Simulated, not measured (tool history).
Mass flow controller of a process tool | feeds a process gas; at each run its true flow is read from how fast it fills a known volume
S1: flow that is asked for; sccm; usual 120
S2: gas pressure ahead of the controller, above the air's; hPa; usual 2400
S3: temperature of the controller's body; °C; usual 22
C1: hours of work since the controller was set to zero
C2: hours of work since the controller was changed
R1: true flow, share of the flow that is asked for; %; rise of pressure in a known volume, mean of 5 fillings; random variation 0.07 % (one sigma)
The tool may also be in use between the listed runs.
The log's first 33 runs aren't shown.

run,hour,S1,S2,S3,C1,C2,R1
34,8733,46,2660,22,2268,9388,97.37
35,8937.5,120,2450,22,2413,9533,98.72
36,9278,120,2450,22,2656,9776,98.38
37,9524.6,120,1790,38,2831,9951,97.77
38,9705.9,120,1790,38,2960,10080,97.79
39,9932.2,120,2400,22,3122,10241,98.25
40,10270.3,120,2400,22,3362,10482,98.1
41,10416.2,120,2400,22,3466,10586,98

Forecast each of these 4 alternatives for the next run:
A,10666.4,120,2000,22,3644,10764,?
B,10666.4,169,1530,33,3644,10764,?
C,10666.4,195,1470,32,3644,10764,?
D,10666.4,28,2400,27,3644,10764,?

run,R1
A,97.88
B,98.17
C,98.71
D,96.32
Without the tool's hidden state the same runs would have given:
run,R1
A,98.84
B,99.14
C,99.68
D,97.26
